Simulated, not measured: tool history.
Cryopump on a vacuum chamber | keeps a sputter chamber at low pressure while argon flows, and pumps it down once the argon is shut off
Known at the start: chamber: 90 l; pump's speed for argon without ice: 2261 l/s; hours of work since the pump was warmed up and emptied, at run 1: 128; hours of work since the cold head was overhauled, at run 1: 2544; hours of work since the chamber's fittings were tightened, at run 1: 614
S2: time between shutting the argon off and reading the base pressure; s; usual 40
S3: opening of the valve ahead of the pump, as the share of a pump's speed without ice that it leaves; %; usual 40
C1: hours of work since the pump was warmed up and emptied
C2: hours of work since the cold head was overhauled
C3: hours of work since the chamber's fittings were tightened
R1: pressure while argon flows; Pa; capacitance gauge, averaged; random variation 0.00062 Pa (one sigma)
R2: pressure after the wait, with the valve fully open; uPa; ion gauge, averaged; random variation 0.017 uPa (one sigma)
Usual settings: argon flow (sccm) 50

run 1 day=0 | argon_flow_(sccm)=50 S2=40 S3=40 | C1=128 C2=2544 C3=614 | R1=0.0964 R2=1.57
run 2 day=3.133 | argon_flow_(sccm)=50 S2=40 S3=40 | C1=195 C2=2610 C3=681 | R1=0.0959 R2=1.6
run 3 day=6.471 | argon_flow_(sccm)=50 S2=40 S3=40 | C1=266 C2=2681 C3=752 | R1=0.0952 R2=1.62
run 4 day=8.304 | argon_flow_(sccm)=50 S2=40 S3=40 | C1=305 C2=2720 C3=791 | R1=0.0965 R2=1.67
run 5 day=11.55 | argon_flow_(sccm)=50 S2=40 S3=40 | C1=374 C2=2789 C3=860 | R1=0.0983 R2=1.63
run 6 day=15.521 | argon_flow_(sccm)=50 S2=40 S3=40 | C1=458 C2=2874 C3=944 | R1=0.0978 R2=1.68
run 7 day=18.896 | argon_flow_(sccm)=50 S2=40 S3=40 | C1=530 C2=2946 C3=1016 | R1=0.0995 R2=1.64
run 8 day=21.592 | argon_flow_(sccm)=50 S2=40 S3=40 | C1=587 C2=3003 C3=1073 | R1=0.0993 R2=1.67
run 9 day=24.596 | argon_flow_(sccm)=50 S2=40 S3=40 | C1=651 C2=3067 C3=1137 | R1=0.1008 R2=1.7
run 10 day=27.829 | argon_flow_(sccm)=50 S2=40 S3=40 | C1=720 C2=3136 C3=1206 | R1=0.1012 R2=1.7
run 11 day=31.388 | argon_flow_(sccm)=50 S2=35 S3=40 | C1=796 C2=3212 C3=1282 | R1=0.1037 R2=1.95
run 12 day=33.8 | argon_flow_(sccm)=50 S2=35 S3=40 | C1=847 C2=3263 C3=1333 | R1=0.1033 R2=1.89
run 13 day=35.767 | argon_flow_(sccm)=50 S2=35 S3=40 | C1=889 C2=3305 C3=1375 | R1=0.1044 R2=1.94
run 14 day=37.388 | argon_flow_(sccm)=50 S2=40 S3=34 | C1=923 C2=3339 C3=1409 | R1=0.1204 R2=1.74
run 15 day=39.792 | argon_flow_(sccm)=50 S2=40 S3=34 | C1=975 C2=3390 C3=1461 | R1=0.1216 R2=1.74
run 16 day=42.883 | argon_flow_(sccm)=50 S2=138 S3=34 | C1=1040 C2=3456 C3=1526 | R1=0.1224 R2=0.77
run 17 day=44.767 | argon_flow_(sccm)=50 S2=40 S3=40 | C1=1080 C2=3496 C3=1566 | R1=0.1067 R2=1.77
-- day=47.562 pump warmed up, emptied and cooled again
run 18 day=47.821 | argon_flow_(sccm)=50 S2=40 S3=40 | C1=5 C2=3557 C3=1627 | R1=0.0946 R2=1.7
run 19 day=49.725 | argon_flow_(sccm)=50 S2=40 S3=40 | C1=46 C2=3597 C3=1668 | R1=0.0959 R2=1.69
run 20 day=53.325 | argon_flow_(sccm)=28 S2=22 S3=17 | C1=123 C2=3674 C3=1744 | R1=0.1243 R2=2.81
run 21 day=56.342 | argon_flow_(sccm)=53 S2=153 S3=20 | C1=187 C2=3738 C3=1808 | R1=0.2015 R2=0.68
run 22 day=59.262 | argon_flow_(sccm)=53 S2=153 S3=20 | C1=249 C2=3800 C3=1870 | R1=0.2 R2=0.69
run 23 day=61.679 | argon_flow_(sccm)=53 S2=153 S3=20 | C1=300 C2=3852 C3=1922 | R1=0.2033 R2=0.7
run 24 day=64.642 | argon_flow_(sccm)=50 S2=81 S3=27 | C1=363 C2=3915 C3=1985 | R1=0.1419 R2=1
run 25 day=67.65 | argon_flow_(sccm)=50 S2=81 S3=27 | C1=427 C2=3979 C3=2049 | R1=0.1437 R2=1.04
run 26 day=69.567 | argon_flow_(sccm)=68 S2=41 S3=47 | C1=468 C2=4019 C3=2090 | R1=0.1152 R2=1.71
run 27 day=73.258 | argon_flow_(sccm)=53 S2=187 S3=37 | C1=547 C2=4098 C3=2168 | R1=0.1143 R2=0.63
run 28 day=75.333 | argon_flow_(sccm)=71 S2=154 S3=17 | C1=591 C2=4142 C3=2212 | R1=0.3232 R2=0.73
run 29 day=77.696 | argon_flow_(sccm)=71 S2=154 S3=17 | C1=641 C2=4192 C3=2263 | R1=0.3205 R2=0.74
run 30 day=80.938 | argon_flow_(sccm)=71 S2=154 S3=17 | C1=710 C2=4261 C3=2332 | R1=0.3239 R2=0.76
run 31 day=83.004 | argon_flow_(sccm)=71 S2=154 S3=17 | C1=754 C2=4305 C3=2376 | R1=0.3236 R2=0.77
run 32 day=85.592 | argon_flow_(sccm)=47 S2=143 S3=17 | C1=809 C2=4360 C3=2431 | R1=0.2136 R2=0.8
run 33 day=89.338 | argon_flow_(sccm)=50 S2=40 S3=31 | C1=889 C2=4440 C3=2510 | R1=0.1312 R2=1.8

4 ways to go on from here, each from the tool as it stands after run 33. What would each give?
run A day=91.308 | argon_flow_(sccm)=50 S2=52 S3=21 | C1=931 C2=4482 C3=2552 | R1=? R2=?
run B day=91.308 | argon_flow_(sccm)=87 S2=40 S3=40 | C1=931 C2=4482 C3=2552 | R1=? R2=?
run C day=91.308 | argon_flow_(sccm)=50 S2=35 S3=40 | C1=931 C2=4482 C3=2552 | R1=? R2=?
run D day=91.308 | argon_flow_(sccm)=50 S2=40 S3=55 | C1=931 C2=4482 C3=2552 | R1=? R2=?

run=A R1=0.1892 R2=1.5
run=B R1=0.1806 R2=1.85
run=C R1=0.1041 R2=2.05
run=D R1=0.0791 R2=1.87
Without the tool's hidden state the same runs would have given:
run=A R1=0.1785 R2=1.21
run=B R1=0.1621 R2=1.55
run=C R1=0.0935 R2=1.75
run=D R1=0.0685 R2=1.57

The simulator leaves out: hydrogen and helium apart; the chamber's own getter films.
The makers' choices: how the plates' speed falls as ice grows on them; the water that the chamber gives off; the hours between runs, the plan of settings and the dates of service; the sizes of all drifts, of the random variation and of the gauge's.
